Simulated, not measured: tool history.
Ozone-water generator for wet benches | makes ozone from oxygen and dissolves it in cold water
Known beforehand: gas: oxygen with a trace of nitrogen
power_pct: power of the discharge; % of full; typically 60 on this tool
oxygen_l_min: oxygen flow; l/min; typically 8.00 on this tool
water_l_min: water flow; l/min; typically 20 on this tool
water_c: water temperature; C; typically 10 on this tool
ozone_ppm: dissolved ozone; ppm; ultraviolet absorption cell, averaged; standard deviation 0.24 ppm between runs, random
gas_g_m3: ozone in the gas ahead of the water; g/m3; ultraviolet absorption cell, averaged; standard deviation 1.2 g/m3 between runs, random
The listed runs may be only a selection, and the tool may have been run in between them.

run    hour  power_pct  oxygen_l_min  water_l_min  water_c  ozone_ppm  gas_g_m3
  1     0.0         60          8.00           20       10       34.4     224.5
  2    55.5         60          8.00           20       10       34.3     224.0
  3   127.5         60          8.00           20       10       34.0     225.2
  4   177.6         60          8.00           20       10       34.2     224.4
      210.3  -- contactor cleaned
  5   236.7         60          8.00           20       10       35.5     221.9
  6   287.8         60          8.00           20        9       35.6     221.0
  7   362.5         60          8.00           20        9       35.7     222.0
  8   416.0         60          8.00           20        9       35.5     222.1
  9   463.4         60          8.00           20        9       35.1     220.1
 10   520.8         60          8.00           20       10       35.0     221.7
 11   583.2         60          8.00           20       10       34.9     221.2
 12   627.9         60          8.00           20       10       35.1     221.2
 13   702.2         60          8.00           20       10       34.8     219.8
 14   747.7         60          8.00           20       10       34.5     220.8
 15   810.4         60          8.00           25       10       29.8     218.1
 16   872.8         60          8.00           25       10       30.1     219.8
 17   903.7         60         12.23           25       16       26.0     171.7
 18   950.2         74         12.45           24        9       33.5     190.3
 19   995.4         57          4.32           15        7       43.0     306.9
 20  1067.0         57          4.32           15        7       43.2     304.3
 21  1138.0         95         13.05           22        6       41.3     209.8
 22  1171.0         95         13.05           22        6       42.1     207.8
 23  1236.7         95         13.05           22        6       41.3     207.0
 24  1300.9         95         13.05           22        6       41.3     205.9
 25  1373.3         60          8.00           20       11       33.3     215.6
 26  1404.0         58          7.41           20       10       33.5     221.7
 27  1452.1         58          7.41           20       10       33.7     222.6
 28  1512.9         59          8.00           18       10       35.5     213.1
 29  1560.3         59          8.00           18       10       35.7     212.7
 30  1616.2         60          8.00           20        9       33.9     215.8
 31  1653.5         60          8.00           20        9       34.2     216.6
 32  1710.2         44          8.00           22        7       28.2     182.1

3 options for the next run, each taken on its own from the tool as it stands now. Forecast them:
  A  1778.1         51         12.22           22       13          ?         ?
  B  1778.1         44          6.83           23       14          ?         ?
  C  1778.1         44          8.00           29       18          ?         ?

run  ozone_ppm  gas_g_m3
  A       26.1     153.7
  B       24.5     199.8
  C       19.6     184.2
Stripped of hidden state, with their random variation kept, the same runs would have yielded:
run  ozone_ppm  gas_g_m3
  A       27.9     160.2
  B       26.0     207.4
  C       20.9     191.3
